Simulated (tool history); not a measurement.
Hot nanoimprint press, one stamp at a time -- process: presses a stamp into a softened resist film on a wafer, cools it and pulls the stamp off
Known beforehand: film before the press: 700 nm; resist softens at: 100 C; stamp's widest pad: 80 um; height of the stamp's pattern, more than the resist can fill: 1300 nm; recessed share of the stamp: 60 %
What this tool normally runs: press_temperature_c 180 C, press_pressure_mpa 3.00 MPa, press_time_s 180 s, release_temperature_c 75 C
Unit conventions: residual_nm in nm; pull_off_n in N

{"run": 1, "hour": 0.0, "press_temperature_c": 180, "press_pressure_mpa": 3.0, "press_time_s": 180, "release_temperature_c": 75, "residual_nm": 284.7, "pull_off_n": 214}
{"run": 2, "hour": 9.1, "press_temperature_c": 180, "press_pressure_mpa": 3.0, "press_time_s": 180, "release_temperature_c": 75, "residual_nm": 285.4, "pull_off_n": 209}
{"run": 3, "hour": 18.7, "press_temperature_c": 180, "press_pressure_mpa": 3.0, "press_time_s": 180, "release_temperature_c": 75, "residual_nm": 280.8, "pull_off_n": 211}
{"run": 4, "hour": 24.8, "press_temperature_c": 180, "press_pressure_mpa": 3.0, "press_time_s": 180, "release_temperature_c": 75, "residual_nm": 284.4, "pull_off_n": 212}
{"run": 5, "hour": 30.8, "press_temperature_c": 180, "press_pressure_mpa": 3.0, "press_time_s": 110, "release_temperature_c": 75, "residual_nm": 338.2, "pull_off_n": 205}
{"run": 6, "hour": 37.7, "press_temperature_c": 180, "press_pressure_mpa": 3.0, "press_time_s": 110, "release_temperature_c": 75, "residual_nm": 342.2, "pull_off_n": 213}
{"hour": 41.3, "done": "plate thermocouple calibrated"}
{"run": 7, "hour": 45.6, "press_temperature_c": 180, "press_pressure_mpa": 3.0, "press_time_s": 180, "release_temperature_c": 75, "residual_nm": 300.3, "pull_off_n": 214}
{"run": 8, "hour": 53.9, "press_temperature_c": 180, "press_pressure_mpa": 1.98, "press_time_s": 180, "release_temperature_c": 75, "residual_nm": 355.2, "pull_off_n": 213}
{"run": 9, "hour": 63.0, "press_temperature_c": 180, "press_pressure_mpa": 3.0, "press_time_s": 180, "release_temperature_c": 63, "residual_nm": 299.1, "pull_off_n": 249}
{"run": 10, "hour": 72.5, "press_temperature_c": 187, "press_pressure_mpa": 3.0, "press_time_s": 180, "release_temperature_c": 75, "residual_nm": 223.4, "pull_off_n": 211}
{"run": 11, "hour": 80.7, "press_temperature_c": 180, "press_pressure_mpa": 3.0, "press_time_s": 180, "release_temperature_c": 76, "residual_nm": 297.6, "pull_off_n": 211}
{"run": 12, "hour": 89.0, "press_temperature_c": 173, "press_pressure_mpa": 3.0, "press_time_s": 96, "release_temperature_c": 76, "residual_nm": 476.3, "pull_off_n": 215}

Estimate the outcome of run 13 from the log above:
{"run": 13, "hour": 97.8, "press_temperature_c": 187, "press_pressure_mpa": 2.37, "press_time_s": 230, "release_temperature_c": 79, "residual_nm": "?", "pull_off_n": "?"}

Run 13 produced residual_nm 224.7 nm, pull_off_n 209 N.
The same run, on a tool lacking any hidden state, would have yielded residual_nm 222.2 nm, pull_off_n 192 N.

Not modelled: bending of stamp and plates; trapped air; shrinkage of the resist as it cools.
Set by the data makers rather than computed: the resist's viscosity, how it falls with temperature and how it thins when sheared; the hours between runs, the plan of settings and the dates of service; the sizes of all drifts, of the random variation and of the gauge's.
